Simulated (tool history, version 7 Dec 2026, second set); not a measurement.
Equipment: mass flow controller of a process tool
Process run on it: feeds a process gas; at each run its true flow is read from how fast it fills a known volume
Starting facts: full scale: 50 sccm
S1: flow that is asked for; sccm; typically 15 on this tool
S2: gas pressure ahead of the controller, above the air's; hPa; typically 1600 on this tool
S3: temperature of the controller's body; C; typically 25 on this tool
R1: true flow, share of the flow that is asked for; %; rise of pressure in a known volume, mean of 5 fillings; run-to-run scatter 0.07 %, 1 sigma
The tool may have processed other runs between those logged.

| run | hour | S1 | S2 | S3 | R1 |
|---|---|---|---|---|---|
| 1 | 0.0 | 15 | 1600 | 25 | 99.17 |
| 2 | 68.1 | 15 | 1600 | 25 | 99.12 |
| 3 | 113.7 | 15 | 1600 | 25 | 99.08 |
| 4 | 166.7 | 15 | 1600 | 25 | 99.21 |
| 5 | 213.7 | 15 | 2130 | 25 | 99.58 |
| 6 | 273.8 | 13 | 2130 | 25 | 99.53 |
| 7 | 328.5 | 7 | 2130 | 25 | 99.51 |
| 8 | 394.9 | 7 | 2130 | 25 | 99.51 |
| 9 | 446.3 | 7 | 2770 | 25 | 99.94 |
| 10 | 495.2 | 10 | 2490 | 22 | 99.55 |
| 11 | 549.6 | 15 | 2100 | 29 | 99.70 |
| 12 | 640.6 | 25 | 1690 | 26 | 99.57 |
| 13 | 693.0 | 15 | 1460 | 33 | 99.49 |
| 14 | 740.2 | 15 | 1600 | 32 | 99.54 |
| 15 | 799.6 | 15 | 1600 | 32 | 99.59 |
| 16 | 899.3 | 15 | 1670 | 32 | 99.63 |

Forecast each of these 4 alternatives for the next run:
| A | 974.5 | 15 | 2540 | 25 | ? |
| B | 974.5 | 22 | 1600 | 24 | ? |
| C | 974.5 | 15 | 1610 | 26 | ? |
| D | 974.5 | 16 | 1670 | 32 | ? |

| run | R1 |
|---|---|
| A | 100.01 |
| B | 99.32 |
| C | 99.31 |
| D | 99.66 |
The same runs, with their run-to-run variation unchanged, on a tool lacking any hidden condition would have given:
| run | R1 |
|---|---|
| A | 100.01 |
| B | 99.32 |
| C | 99.31 |
| D | 99.66 |
